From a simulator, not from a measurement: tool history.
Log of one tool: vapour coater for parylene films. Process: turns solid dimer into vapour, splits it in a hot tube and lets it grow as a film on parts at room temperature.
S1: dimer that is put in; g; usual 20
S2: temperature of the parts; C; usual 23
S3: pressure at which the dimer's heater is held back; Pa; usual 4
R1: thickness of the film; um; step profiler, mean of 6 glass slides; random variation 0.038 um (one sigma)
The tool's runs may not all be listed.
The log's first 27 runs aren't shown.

run	hour	S1	S2	S3	R1
28	315.2	23	23	4	7.22
29	330.1	20	31	10.5	5.3
30	339.1	20	31	10.5	5.29
31	353.4	31	23	10.01	9.26
32	362.9	26	23	4.25	8.09
33	372.7	26	23	9.97	7.77
# hour 381.2: gauge calibrated
34	381.2	22	25	9.97	6.43
35	393.2	25	24	4.09	7.78
36	404	25	24	4.09	7.74
37	413.8	25	24	5.42	7.68
38	421.1	12	31	4.43	3.35
39	434.8	20	23	2.5	6.47
40	442.7	20	20	2.06	6.85

4 ways to go on from here, each from the tool as it stands after run 40. What would each give?
A	456.8	15	20	4	?
B	456.8	20	15	2.28	?
C	456.8	20	18	2.06	?
D	456.8	19	20	2.87	?

run	R1
A	4.93
B	7.34
C	7.03
D	6.38
Without the tool's hidden state the same runs would have given:
run	R1
A	4.99
B	7.43
C	7.11
D	6.46
